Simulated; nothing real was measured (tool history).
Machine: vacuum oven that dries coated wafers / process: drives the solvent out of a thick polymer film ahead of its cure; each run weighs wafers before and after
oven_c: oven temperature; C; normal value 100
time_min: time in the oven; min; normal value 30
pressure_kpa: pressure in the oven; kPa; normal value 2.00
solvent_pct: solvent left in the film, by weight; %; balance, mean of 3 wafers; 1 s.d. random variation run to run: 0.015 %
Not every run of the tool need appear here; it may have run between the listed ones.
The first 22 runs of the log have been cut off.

| run | hour | oven_c | time_min | pressure_kpa | hours of work since the thermocouples were calibrated | hours of work since the vacuum gauge was cleaned of residue | solvent_pct |
|---|---|---|---|---|---|---|---|
| 23 | 1913.3 | 97 | 28 | 1.23 | 473 | 281 | 3.24 |
|  | 1949.4 | vacuum gauge cleaned of residue and calibrated, once more |
| 24 | 2028.3 | 109 | 53 | 5.65 | 540 | 47 | 1.30 |
| 25 | 2113.9 | 109 | 53 | 5.65 | 591 | 98 | 1.28 |
| 26 | 2189.7 | 109 | 53 | 5.65 | 636 | 143 | 1.30 |
| 27 | 2282.7 | 86 | 54 | 6.56 | 691 | 198 | 5.11 |
| 28 | 2346.5 | 86 | 54 | 6.56 | 728 | 235 | 5.05 |
|  | 2371.1 | oven's thermocouples calibrated |
| 29 | 2435.8 | 85 | 39 | 2.00 | 38 | 287 | 5.09 |
| 30 | 2493.9 | 85 | 39 | 2.00 | 73 | 322 | 5.05 |
| 31 | 2568.4 | 110 | 28 | 1.26 | 117 | 366 | 1.11 |
| 32 | 2622.0 | 105 | 21 | 7.91 | 149 | 398 | 4.12 |
| 33 | 2690.7 | 103 | 30 | 2.37 | 189 | 438 | 2.12 |

Below are 3 alternative next runs, each starting from the tool's condition after run 33. Predict each:
| A | 2812.6 | 108 | 30 | 4.44 | 262 | 511 | ? |
| B | 2812.6 | 94 | 44 | 7.63 | 262 | 511 | ? |
| C | 2812.6 | 100 | 15 | 1.54 | 262 | 511 | ? |

| run | solvent_pct |
|---|---|
| A | 1.85 |
| B | 4.35 |
| C | 5.13 |
Without the tool's unlogged condition, the same runs would have read:
| run | solvent_pct |
|---|---|
| A | 1.89 |
| B | 4.43 |
| C | 5.22 |
